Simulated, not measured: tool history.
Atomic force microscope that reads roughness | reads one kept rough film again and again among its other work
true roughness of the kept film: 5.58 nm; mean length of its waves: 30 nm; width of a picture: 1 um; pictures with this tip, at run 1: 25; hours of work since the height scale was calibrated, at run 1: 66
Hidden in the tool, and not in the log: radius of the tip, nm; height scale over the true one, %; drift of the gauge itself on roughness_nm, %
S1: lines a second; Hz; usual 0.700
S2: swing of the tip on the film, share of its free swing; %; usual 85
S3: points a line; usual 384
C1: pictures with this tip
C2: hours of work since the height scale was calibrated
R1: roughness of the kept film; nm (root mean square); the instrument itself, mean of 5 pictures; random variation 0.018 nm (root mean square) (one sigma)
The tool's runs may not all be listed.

run	hour	S1	S2	S3	C1	C2	R1
1	0.0	0.700	85	384	25	66	4.098
2	11.9	1.948	85	384	51	74	3.401
3	24.9	1.948	85	384	78	83	3.232
4	31.6	1.948	74	384	93	88	3.422
# hour 38.6: new tip fitted
5	41.8	1.948	74	384	7	95	4.023
6	52.2	1.948	74	384	29	102	3.878
7	64.0	1.948	59	384	54	111	3.981
8	70.6	1.948	59	384	68	115	3.861
# hour 72.6: height scale calibrated on a step standard
9	84.5	1.948	59	384	96	8	3.691
# hour 89.8: new tip fitted
10	92.7	1.948	75	384	7	14	3.974
11	99.6	0.700	85	384	21	19	4.100
12	113.7	0.700	68	261	52	29	4.047
13	128.5	0.700	59	384	83	39	3.928
# hour 133.3: height scale calibrated on a step standard, once more
# hour 140.4: new tip fitted
14	142.6	0.959	68	555	5	6	4.461
15	155.1	0.500	83	384	31	15	4.194
16	166.1	0.500	64	384	55	23	4.139
17	173.3	2.321	63	268	70	28	3.747
18	184.7	2.321	63	268	95	36	3.572
# hour 190.8: new tip fitted
19	194.0	2.321	63	637	7	42	4.247
20	201.7	0.943	83	637	23	47	4.029
21	214.4	1.005	85	365	50	56	3.747

Forecast each of these 4 alternatives for the next run:
A	223.6	1.005	81	445	70	63	?
B	223.6	2.648	77	925	70	63	?
C	223.6	0.752	56	585	70	63	?
D	223.6	0.700	82	293	70	63	?

run	R1
A	3.653
B	3.318
C	3.987
D	3.742
Without the tool's hidden state the same runs would have given:
run	R1
A	4.246
B	3.856
C	4.634
D	4.348

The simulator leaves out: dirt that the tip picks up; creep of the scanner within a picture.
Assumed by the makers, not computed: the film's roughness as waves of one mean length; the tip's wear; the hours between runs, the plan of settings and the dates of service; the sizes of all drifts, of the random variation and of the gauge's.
